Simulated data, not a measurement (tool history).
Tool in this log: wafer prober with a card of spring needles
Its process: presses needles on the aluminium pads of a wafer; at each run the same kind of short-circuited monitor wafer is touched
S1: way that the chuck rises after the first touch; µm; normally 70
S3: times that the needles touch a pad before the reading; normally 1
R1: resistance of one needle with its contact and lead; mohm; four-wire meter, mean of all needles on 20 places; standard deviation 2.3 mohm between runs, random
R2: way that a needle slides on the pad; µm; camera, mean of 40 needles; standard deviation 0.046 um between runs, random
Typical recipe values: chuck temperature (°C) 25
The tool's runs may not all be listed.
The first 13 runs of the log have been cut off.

At hour 164.4: tips cleaned on abrasive film.
At hour 174.5: tips cleaned on abrasive film.
Run 14, hour 179: usual settings but S1 63 µm. Result: R1 265 mohm, R2 13.52 µm.
At hour 185.1: tips cleaned on abrasive film.
Run 15, hour 194.1: usual settings but S1 63 µm. Result: R1 271 mohm, R2 13.58 µm.
At hour 195.1: tips cleaned on abrasive film.
At hour 205.1: tips cleaned on abrasive film.
Run 16, hour 207.3: usual settings but S1 63 µm. Result: R1 266 mohm, R2 13.59 µm.
At hour 209.7: height of the first contact set anew.
At hour 215.4: tips cleaned on abrasive film.
Run 17, hour 215.8: usual settings but S1 58 µm, chuck temperature (°C) 37, S3 2. Result: R1 268 mohm, R2 12.55 µm.
At hour 225: tips cleaned on abrasive film.
Run 18, hour 226.8: usual settings but S1 58 µm, chuck temperature (°C) 37, S3 2. Result: R1 270 mohm, R2 12.54 µm.
At hour 232: gauge calibrated.
At hour 234.8: tips cleaned on abrasive film.
Run 19, hour 234.8: usual settings but S1 58 µm, chuck temperature (°C) 37, S3 2. Result: R1 270 mohm, R2 12.34 µm.
At hour 244.5: tips cleaned on abrasive film.
Run 20, hour 246.6: usual settings but S1 54 µm, S3 2. Result: R1 268 mohm, R2 11.47 µm.
At hour 254.9: tips cleaned on abrasive film.
Run 21, hour 257.7: usual settings. Result: R1 266 mohm, R2 14.84 µm.
At hour 264.7: tips cleaned on abrasive film.
At hour 274.9: tips cleaned on abrasive film.
Run 22, hour 275.7: usual settings but chuck temperature (°C) 93, S3 2. Result: R1 283 mohm, R2 14.91 µm.
At hour 285: tips cleaned on abrasive film.
Run 23, hour 293.4: usual settings but chuck temperature (°C) 93, S3 2. Result: R1 280 mohm, R2 15.03 µm.
At hour 294.8: tips cleaned on abrasive film.
At hour 305.2: tips cleaned on abrasive film.
Run 24, hour 309.3: usual settings but chuck temperature (°C) 93, S3 2. Result: R1 283 mohm, R2 15.03 µm.
At hour 315.9: tips cleaned on abrasive film.
At hour 325.8: tips cleaned on abrasive film.
Run 25, hour 326.9: usual settings but chuck temperature (°C) 93, S3 2. Result: R1 283 mohm, R2 14.95 µm.
At hour 336: tips cleaned on abrasive film.
Run 26, hour 339: usual settings but chuck temperature (°C) 39, S3 3. Result: R1 276 mohm, R2 14.87 µm.
At hour 346: tips cleaned on abrasive film.
Run 27, hour 348.8: usual settings but S1 57 µm. Result: R1 267 mohm, R2 12.24 µm.
At hour 355.9: tips cleaned on abrasive film.
Run 28, hour 357.4: usual settings but S1 78 µm, chuck temperature (°C) 103. Result: R1 286 mohm, R2 16.73 µm.
At hour 365.5: tips cleaned on abrasive film.
Run 29, hour 368.8: usual settings but S1 78 µm, chuck temperature (°C) 103. Result: R1 286 mohm, R2 16.76 µm.
At hour 375.6: tips cleaned on abrasive film.
Run 30, hour 379.3: usual settings but S1 78 µm, chuck temperature (°C) 103. Result: R1 288 mohm, R2 16.75 µm.
At hour 385.2: tips cleaned on abrasive film.
Run 31, hour 393.1: usual settings but S1 77 µm. Result: R1 262 mohm, R2 16.58 µm.

5 ways to go on from here, each from the tool as it stands after run 31. What would each give?
At hour 394.7: tips cleaned on abrasive film.
Run A, hour 402.5: usual settings but chuck temperature (°C) 30, S3 2. Result: R1 ?, R2 ?.
At hour 394.7: tips cleaned on abrasive film.
Run B, hour 402.5: usual settings but S1 65 µm, chuck temperature (°C) 111, S3 3. Result: R1 ?, R2 ?.
At hour 394.7: tips cleaned on abrasive film.
Run C, hour 402.5: usual settings but S1 61 µm, chuck temperature (°C) 28, S3 3. Result: R1 ?, R2 ?.
At hour 394.7: tips cleaned on abrasive film.
Run D, hour 402.5: usual settings but S3 3. Result: R1 ?, R2 ?.
At hour 394.7: tips cleaned on abrasive film.
Run E, hour 402.5: usual settings but S1 89 µm, chuck temperature (°C) 66. Result: R1 ?, R2 ?.

run   R1     R2
  A  274  15.02
  B  293  14.07
  C  270  13.14
  D  269  15.17
  E  277  19.21
Stripped of hidden state, with their random variation kept, the same runs would have yielded:
run   R1     R2
  A  274  14.79
  B  293  13.85
  C  270  12.94
  D  269  14.94
  E  277  18.91

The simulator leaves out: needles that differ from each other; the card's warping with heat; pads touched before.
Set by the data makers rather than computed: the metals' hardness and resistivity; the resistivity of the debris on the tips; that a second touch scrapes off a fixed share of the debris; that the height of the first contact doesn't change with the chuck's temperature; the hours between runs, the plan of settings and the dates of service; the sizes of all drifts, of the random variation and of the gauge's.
